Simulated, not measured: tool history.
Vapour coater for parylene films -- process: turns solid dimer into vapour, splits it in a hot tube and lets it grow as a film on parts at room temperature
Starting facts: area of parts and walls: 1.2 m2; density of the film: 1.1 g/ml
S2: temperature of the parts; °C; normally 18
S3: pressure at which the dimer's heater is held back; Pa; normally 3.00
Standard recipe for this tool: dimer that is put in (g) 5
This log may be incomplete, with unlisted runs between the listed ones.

run 1 hour=0.0 | dimer_that_is_put_in_(g)=5 S2=18 S3=3.00 | thickness_of_the_film_(µm)=2.50
run 2 hour=41.6 | dimer_that_is_put_in_(g)=5 S2=29 S3=3.00 | thickness_of_the_film_(µm)=1.46
run 3 hour=120.6 | dimer_that_is_put_in_(g)=6 S2=18 S3=3.00 | thickness_of_the_film_(µm)=2.98
run 4 hour=159.5 | dimer_that_is_put_in_(g)=5 S2=18 S3=7.34 | thickness_of_the_film_(µm)=2.19
run 5 hour=230.9 | dimer_that_is_put_in_(g)=5 S2=18 S3=7.34 | thickness_of_the_film_(µm)=2.21
-- hour=252.7 trap's valve overhauled
run 6 hour=300.2 | dimer_that_is_put_in_(g)=3 S2=18 S3=3.00 | thickness_of_the_film_(µm)=1.48
run 7 hour=340.8 | dimer_that_is_put_in_(g)=3 S2=18 S3=3.00 | thickness_of_the_film_(µm)=1.46
run 8 hour=374.8 | dimer_that_is_put_in_(g)=3 S2=18 S3=3.00 | thickness_of_the_film_(µm)=1.50
run 9 hour=455.9 | dimer_that_is_put_in_(g)=3 S2=18 S3=3.00 | thickness_of_the_film_(µm)=1.47
run 10 hour=504.2 | dimer_that_is_put_in_(g)=3 S2=18 S3=3.00 | thickness_of_the_film_(µm)=1.49
-- hour=569.8 trap's valve overhauled
run 11 hour=584.0 | dimer_that_is_put_in_(g)=2 S2=18 S3=3.00 | thickness_of_the_film_(µm)=1.01
run 12 hour=646.1 | dimer_that_is_put_in_(g)=2 S2=18 S3=3.00 | thickness_of_the_film_(µm)=0.98
run 13 hour=687.6 | dimer_that_is_put_in_(g)=5 S2=18 S3=3.00 | thickness_of_the_film_(µm)=2.47
run 14 hour=723.3 | dimer_that_is_put_in_(g)=5 S2=18 S3=3.00 | thickness_of_the_film_(µm)=2.53
run 15 hour=796.4 | dimer_that_is_put_in_(g)=5 S2=18 S3=3.88 | thickness_of_the_film_(µm)=2.36
run 16 hour=840.2 | dimer_that_is_put_in_(g)=5 S2=18 S3=3.88 | thickness_of_the_film_(µm)=2.41
-- hour=886.9 trap's valve overhauled
run 17 hour=918.8 | dimer_that_is_put_in_(g)=5 S2=18 S3=3.00 | thickness_of_the_film_(µm)=2.47
run 18 hour=999.4 | dimer_that_is_put_in_(g)=5 S2=18 S3=8.32 | thickness_of_the_film_(µm)=2.14
run 19 hour=1076.2 | dimer_that_is_put_in_(g)=5 S2=18 S3=3.00 | thickness_of_the_film_(µm)=2.47
run 20 hour=1145.0 | dimer_that_is_put_in_(g)=5 S2=18 S3=3.00 | thickness_of_the_film_(µm)=2.49
-- hour=1203.9 trap's valve overhauled
run 21 hour=1207.9 | dimer_that_is_put_in_(g)=5 S2=18 S3=3.00 | thickness_of_the_film_(µm)=2.45
run 22 hour=1259.2 | dimer_that_is_put_in_(g)=5 S2=12 S3=3.00 | thickness_of_the_film_(µm)=3.27
run 23 hour=1334.4 | dimer_that_is_put_in_(g)=5 S2=12 S3=3.00 | thickness_of_the_film_(µm)=3.28
run 24 hour=1410.3 | dimer_that_is_put_in_(g)=5 S2=12 S3=3.00 | thickness_of_the_film_(µm)=3.26
run 25 hour=1476.3 | dimer_that_is_put_in_(g)=4 S2=18 S3=6.72 | thickness_of_the_film_(µm)=1.77
-- hour=1518.4 trap's valve overhauled
run 26 hour=1526.7 | dimer_that_is_put_in_(g)=2 S2=11 S3=6.72 | thickness_of_the_film_(µm)=1.23
run 27 hour=1598.5 | dimer_that_is_put_in_(g)=4 S2=19 S3=5.99 | thickness_of_the_film_(µm)=1.75
-- hour=1646.7 table's thermometer calibrated
run 28 hour=1646.7 | dimer_that_is_put_in_(g)=5 S2=14 S3=3.00 | thickness_of_the_film_(µm)=2.99
run 29 hour=1729.9 | dimer_that_is_put_in_(g)=3 S2=29 S3=10.62 | thickness_of_the_film_(µm)=0.73
run 30 hour=1789.2 | dimer_that_is_put_in_(g)=3 S2=29 S3=10.62 | thickness_of_the_film_(µm)=0.72
run 31 hour=1824.1 | dimer_that_is_put_in_(g)=3 S2=29 S3=10.62 | thickness_of_the_film_(µm)=0.75
-- hour=1833.0 trap's valve overhauled
run 32 hour=1891.8 | dimer_that_is_put_in_(g)=7 S2=18 S3=4.03 | thickness_of_the_film_(µm)=3.33
run 33 hour=1947.3 | dimer_that_is_put_in_(g)=7 S2=13 S3=3.08 | thickness_of_the_film_(µm)=4.38
run 34 hour=2011.4 | dimer_that_is_put_in_(g)=5 S2=18 S3=6.08 | thickness_of_the_film_(µm)=2.27
run 35 hour=2081.4 | dimer_that_is_put_in_(g)=5 S2=19 S3=2.52 | thickness_of_the_film_(µm)=2.46
-- hour=2150.2 trap's valve overhauled
run 36 hour=2150.4 | dimer_that_is_put_in_(g)=5 S2=19 S3=2.52 | thickness_of_the_film_(µm)=2.40
run 37 hour=2197.1 | dimer_that_is_put_in_(g)=5 S2=19 S3=2.52 | thickness_of_the_film_(µm)=2.42
run 38 hour=2238.5 | dimer_that_is_put_in_(g)=5 S2=18 S3=8.58 | thickness_of_the_film_(µm)=2.13
run 39 hour=2305.0 | dimer_that_is_put_in_(g)=8 S2=25 S3=8.58 | thickness_of_the_film_(µm)=2.48
run 40 hour=2377.2 | dimer_that_is_put_in_(g)=3 S2=11 S3=3.47 | thickness_of_the_film_(µm)=2.03
run 41 hour=2442.9 | dimer_that_is_put_in_(g)=5 S2=14 S3=9.27 | thickness_of_the_film_(µm)=2.57
-- hour=2468.5 trap's valve overhauled
run 42 hour=2497.6 | dimer_that_is_put_in_(g)=5 S2=26 S3=2.97 | thickness_of_the_film_(µm)=1.70
run 43 hour=2574.6 | dimer_that_is_put_in_(g)=5 S2=26 S3=2.97 | thickness_of_the_film_(µm)=1.70
run 44 hour=2618.6 | dimer_that_is_put_in_(g)=7 S2=27 S3=9.64 | thickness_of_the_film_(µm)=1.96
run 45 hour=2682.1 | dimer_that_is_put_in_(g)=5 S2=22 S3=9.64 | thickness_of_the_film_(µm)=1.76
run 46 hour=2746.1 | dimer_that_is_put_in_(g)=4 S2=18 S3=2.12 | thickness_of_the_film_(µm)=2.06
-- hour=2788.7 trap's valve overhauled
run 47 hour=2795.1 | dimer_that_is_put_in_(g)=4 S2=18 S3=2.12 | thickness_of_the_film_(µm)=2.13

Alternative continuations, all from the tool just after run 47; predict every row:
run A hour=2865.4 | dimer_that_is_put_in_(g)=3 S2=18 S3=3.00 | thickness_of_the_film_(µm)=?
run B hour=2865.4 | dimer_that_is_put_in_(g)=3 S2=17 S3=6.95 | thickness_of_the_film_(µm)=?
run C hour=2865.4 | dimer_that_is_put_in_(g)=4 S2=18 S3=8.13 | thickness_of_the_film_(µm)=?
run D hour=2865.4 | dimer_that_is_put_in_(g)=2 S2=16 S3=2.12 | thickness_of_the_film_(µm)=?

run=A thickness_of_the_film_(µm)=1.52
run=B thickness_of_the_film_(µm)=1.38
run=C thickness_of_the_film_(µm)=1.71
run=D thickness_of_the_film_(µm)=1.12
Without the tool's hidden state the same runs would have given:
run=A thickness_of_the_film_(µm)=1.52
run=B thickness_of_the_film_(µm)=1.38
run=C thickness_of_the_film_(µm)=1.71
run=D thickness_of_the_film_(µm)=1.13

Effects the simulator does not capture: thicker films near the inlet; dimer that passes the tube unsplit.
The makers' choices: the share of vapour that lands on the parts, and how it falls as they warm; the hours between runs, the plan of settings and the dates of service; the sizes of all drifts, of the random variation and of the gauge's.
